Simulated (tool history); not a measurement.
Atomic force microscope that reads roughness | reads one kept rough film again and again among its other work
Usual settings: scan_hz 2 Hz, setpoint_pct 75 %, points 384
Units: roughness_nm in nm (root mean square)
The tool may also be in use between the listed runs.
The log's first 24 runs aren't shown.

run 25 hour=233.6 | scan_hz=1 setpoint_pct=86 points=293 | roughness_nm=4.752
run 26 hour=246.2 | scan_hz=1.6 setpoint_pct=80 points=293 | roughness_nm=4.715
run 27 hour=260.9 | scan_hz=1.59 setpoint_pct=75 points=384 | roughness_nm=4.822
run 28 hour=269.2 | scan_hz=1.59 setpoint_pct=75 points=384 | roughness_nm=4.807
run 29 hour=283.5 | scan_hz=2.13 setpoint_pct=75 points=384 | roughness_nm=4.7
run 30 hour=298 | scan_hz=0.53 setpoint_pct=75 points=322 | roughness_nm=4.979
run 31 hour=306.4 | scan_hz=2 setpoint_pct=86 points=498 | roughness_nm=4.489
-- hour=316.9 new tip fitted
run 32 hour=316.9 | scan_hz=2 setpoint_pct=86 points=498 | roughness_nm=4.483
run 33 hour=330 | scan_hz=2 setpoint_pct=75 points=384 | roughness_nm=4.726
run 34 hour=338.2 | scan_hz=2.9 setpoint_pct=57 points=384 | roughness_nm=4.917
run 35 hour=349 | scan_hz=2.9 setpoint_pct=57 points=384 | roughness_nm=4.921

Forecast each of these 3 alternatives for the next run:
run A hour=359.4 | scan_hz=2 setpoint_pct=62 points=384 | roughness_nm=?
run B hour=359.4 | scan_hz=0.8 setpoint_pct=61 points=342 | roughness_nm=?
run C hour=359.4 | scan_hz=1.38 setpoint_pct=57 points=397 | roughness_nm=?

run=A roughness_nm=4.91
run=B roughness_nm=5.052
run=C roughness_nm=5.037
Without the tool's hidden state the same runs would have given:
run=A roughness_nm=4.915
run=B roughness_nm=5.057
run=C roughness_nm=5.041
